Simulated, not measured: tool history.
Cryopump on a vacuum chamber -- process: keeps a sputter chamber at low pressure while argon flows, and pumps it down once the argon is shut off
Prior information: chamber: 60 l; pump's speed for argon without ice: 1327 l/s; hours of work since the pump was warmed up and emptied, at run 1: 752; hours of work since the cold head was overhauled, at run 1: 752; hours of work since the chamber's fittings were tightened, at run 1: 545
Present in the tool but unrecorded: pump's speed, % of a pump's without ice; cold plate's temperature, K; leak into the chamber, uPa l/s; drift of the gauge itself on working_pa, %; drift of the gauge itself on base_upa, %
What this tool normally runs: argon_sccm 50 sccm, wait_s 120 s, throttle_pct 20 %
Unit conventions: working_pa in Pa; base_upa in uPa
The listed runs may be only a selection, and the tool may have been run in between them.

run	hour	argon_sccm	wait_s	throttle_pct	hours of work since the pump was warmed up and emptied	hours of work since the cold head was overhauled	hours of work since the chamber's fittings were tightened	working_pa	base_upa
1	0	50	120	20	752	752	545	0.3302	1.08
2	23.4	50	120	20	770	770	563	0.3297	1.11
3	37.7	50	120	20	782	782	575	0.3327	1.11
4	56.7	50	120	20	796	796	590	0.3322	1.09
5	81	50	120	20	815	815	609	0.3347	1.14
6	96.2	50	120	20	827	827	620	0.3333	1.14
7	113.5	50	126	20	841	841	634	0.3321	1.12
8	131.1	50	126	20	855	855	648	0.3317	1.17
9	143.9	51	66	32	865	865	658	0.2204	1.45
10	163.6	51	66	32	880	880	673	0.2199	1.51
11	188.4	51	66	32	900	900	693	0.2202	1.54

Some steps in working_pa, run to run, broken into two amounts with sign: the step expected even without the hidden condition (settings, incoming material, random variation), and the rest, left for the hidden condition together with whatever gauge scatter is not in both the measured and the hidden-condition-free result:
Run 8 -> 9: argon_sccm 50 -> 51, wait_s 126 -> 66, throttle_pct 20 -> 32. working_pa -0.1113 Pa: hidden state +0.0007, all else -0.112.
